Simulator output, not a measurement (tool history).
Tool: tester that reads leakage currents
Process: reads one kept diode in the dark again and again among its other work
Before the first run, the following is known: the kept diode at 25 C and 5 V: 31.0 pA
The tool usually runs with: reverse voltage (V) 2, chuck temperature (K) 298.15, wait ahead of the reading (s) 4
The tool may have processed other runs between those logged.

run	day	reverse voltage (V)	chuck temperature (K)	wait ahead of the reading (s)	current that the tester gives (pA)
1	0	2	298.15	4	26.26
2	6.888	2	298.15	4	26.57
3	15.379	2	298.15	4	26.89
4	24.592	2	298.15	4	27.19
5	30.442	2	298.15	4	27.53
6	38.217	2	298.15	4	27.84
7	44.038	2	298.15	4	28.22
8	54.925	5	298.15	4	45.26
9	64.638	5	298.15	4	45.6
10	70.171	5	298.15	4	46.36
11	76.888	5	298.15	4	46.8
12	81.608	5	298.15	4	47.57
# day 89.446: probe card cleaned and baked
13	89.446	5	298.15	4	33.09
# day 90.454: chuck's temperature calibrated
14	99.162	5	298.15	4	34.17
15	105.742	5	298.15	4	34.74
16	110.779	5	298.15	4	35.03
17	120.858	2	302.15	4	35.02
18	126.271	2	302.15	4	35.06
# day 130.283: chuck's temperature calibrated, once more
19	133.238	2	330.15	4	242.43
20	139.879	2	330.15	4	246.06
# day 140.608: tester calibrated
21	148.925	2	330.15	4	247.72
22	159.108	2	298.15	2.22	25.1
23	169.104	2	312.15	4.88	71.88
24	178.992	2	312.15	4.88	72.54
25	189.271	1.99	311.15	0.38	69.57
26	200.038	1.99	311.15	0.38	69.82
27	210.833	1.36	295.15	0.38	19.2
28	217.421	1.36	295.15	0.38	19.51
29	225.204	1.36	324.15	0.38	152.83
30	232.162	1.36	324.15	0.38	153.29
31	242.471	1.53	300.15	3.97	29.3
32	247.717	1.53	300.15	3.97	29.72
33	256.371	1.53	300.15	3.97	29.78
34	264.388	3.83	304.15	0.38	61.09
35	274.579	3.2	304.15	9.18	55.06

The logged runs with the hidden state left out (each run's random variation unchanged):
Hidden conditions of the tool in this case: stray current of the dirty probe card, pA a volt; current scale over the true one, %; true chuck temperature over the reading, C; drift of the gauge itself on leakage_pa, %.
run	current that the tester gives (pA)
1	22.69
2	22.73
3	22.69
4	22.67
5	22.77
6	22.75
7	22.86
8	31.48
9	31.14
10	31.4
11	31.3
12	31.51
13	31.36
14	31.32
15	31.31
16	31.21
17	31.52
18	31.31
19	241.88
20	244.4
21	242.3
22	22.77
23	67.8
24	67.78
25	64.24
26	63.85
27	16.12
28	16.24
29	141.81
30	141.51
31	24.27
32	24.46
33	24.25
34	48.02
35	43.05
